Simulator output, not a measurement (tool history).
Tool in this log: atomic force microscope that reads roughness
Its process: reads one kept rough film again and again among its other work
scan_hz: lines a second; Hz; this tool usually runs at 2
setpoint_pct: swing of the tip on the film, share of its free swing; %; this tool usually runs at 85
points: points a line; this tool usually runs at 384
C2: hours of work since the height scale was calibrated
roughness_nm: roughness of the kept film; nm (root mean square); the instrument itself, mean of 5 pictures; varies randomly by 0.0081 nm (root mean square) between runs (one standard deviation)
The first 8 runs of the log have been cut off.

Run 9, hour 255.9: usual settings but points 858; pictures with this tip 244; C2 730. Result: roughness_nm 1.557 nm (root mean square).
Run 10, hour 287.1: usual settings but scan_hz 3.69 Hz, points 858; pictures with this tip 293; C2 750. Result: roughness_nm 1.278 nm (root mean square).
Run 11, hour 321.2: usual settings but scan_hz 3.69 Hz, points 858; pictures with this tip 347; C2 773. Result: roughness_nm 1.265 nm (root mean square).
At hour 345.6: new tip fitted.
Run 12, hour 353.9: usual settings but scan_hz 3.69 Hz, points 393; pictures with this tip 13; C2 794. Result: roughness_nm 1.459 nm (root mean square).
Run 13, hour 375: usual settings; pictures with this tip 46; C2 808. Result: roughness_nm 1.705 nm (root mean square).
Run 14, hour 415.7: usual settings; pictures with this tip 110; C2 835. Result: roughness_nm 1.659 nm (root mean square).
Run 15, hour 436: usual settings but points 275; pictures with this tip 142; C2 848. Result: roughness_nm 1.61 nm (root mean square).
Run 16, hour 478.6: usual settings but scan_hz 3.41 Hz, setpoint_pct 58 %, points 913; pictures with this tip 209; C2 876. Result: roughness_nm 1.863 nm (root mean square).
Run 17, hour 507.6: usual settings but scan_hz 3.79 Hz, setpoint_pct 58 %, points 913; pictures with this tip 255; C2 896. Result: roughness_nm 1.81 nm (root mean square).
Run 18, hour 545.1: usual settings but scan_hz 3.79 Hz, setpoint_pct 58 %, points 913; pictures with this tip 314; C2 920. Result: roughness_nm 1.759 nm (root mean square).
Run 19, hour 584.2: usual settings but scan_hz 2.68 Hz, setpoint_pct 78 %, points 866; pictures with this tip 375; C2 946. Result: roughness_nm 1.505 nm (root mean square).
At hour 589.9: new tip fitted.
Run 20, hour 617.2: usual settings but scan_hz 1.08 Hz, setpoint_pct 74 %, points 665; pictures with this tip 43; C2 968. Result: roughness_nm 2.023 nm (root mean square).
Run 21, hour 651.1: usual settings but scan_hz 2.74 Hz, setpoint_pct 74 %, points 665; pictures with this tip 96; C2 990. Result: roughness_nm 1.738 nm (root mean square).
Run 22, hour 681.8: usual settings but setpoint_pct 62 %; pictures with this tip 145; C2 1011. Result: roughness_nm 1.94 nm (root mean square).
Run 23, hour 705.3: usual settings but scan_hz 3.74 Hz, setpoint_pct 76 %, points 313; pictures with this tip 182; C2 1026. Result: roughness_nm 1.496 nm (root mean square).
Run 24, hour 751.1: usual settings but scan_hz 3.61 Hz, points 873; pictures with this tip 254; C2 1056. Result: roughness_nm 1.305 nm (root mean square).
Run 25, hour 777.2: usual settings but scan_hz 3.61 Hz, points 873; pictures with this tip 295; C2 1074. Result: roughness_nm 1.295 nm (root mean square).
Run 26, hour 802.3: usual settings but scan_hz 0.63 Hz, setpoint_pct 84 %, points 383; pictures with this tip 334; C2 1090. Result: roughness_nm 1.749 nm (root mean square).
Run 27, hour 830.8: usual settings but scan_hz 0.63 Hz, setpoint_pct 74 %, points 383; pictures with this tip 379; C2 1109. Result: roughness_nm 1.805 nm (root mean square).
At hour 835.5: new tip fitted.
Run 28, hour 855.7: usual settings but scan_hz 1.9 Hz, setpoint_pct 66 %, points 265; pictures with this tip 32; C2 1125. Result: roughness_nm 1.964 nm (root mean square).
Run 29, hour 875.9: usual settings but scan_hz 1.9 Hz, setpoint_pct 90 %, points 647; pictures with this tip 64; C2 1138. Result: roughness_nm 1.614 nm (root mean square).
Run 30, hour 900.9: usual settings but scan_hz 1.9 Hz, setpoint_pct 90 %, points 647; pictures with this tip 103; C2 1155. Result: roughness_nm 1.581 nm (root mean square).

Alternative continuations, all from the tool just after run 30; predict every row:
Run A, hour 929.4: usual settings but scan_hz 0.81 Hz, setpoint_pct 80 %, points 647; pictures with this tip 148; C2 1174. Result: roughness_nm ?.
Run B, hour 929.4: usual settings but scan_hz 1.9 Hz, setpoint_pct 84 %, points 903; pictures with this tip 148; C2 1174. Result: roughness_nm ?.
Run C, hour 929.4: usual settings but scan_hz 3.55 Hz; pictures with this tip 148; C2 1174. Result: roughness_nm ?.

run  roughness_nm
  A         1.906
  B         1.663
  C         1.361
What these runs would have given with no unlogged condition in the tool:
run  roughness_nm
  A         2.091
  B         1.824
  C         1.492

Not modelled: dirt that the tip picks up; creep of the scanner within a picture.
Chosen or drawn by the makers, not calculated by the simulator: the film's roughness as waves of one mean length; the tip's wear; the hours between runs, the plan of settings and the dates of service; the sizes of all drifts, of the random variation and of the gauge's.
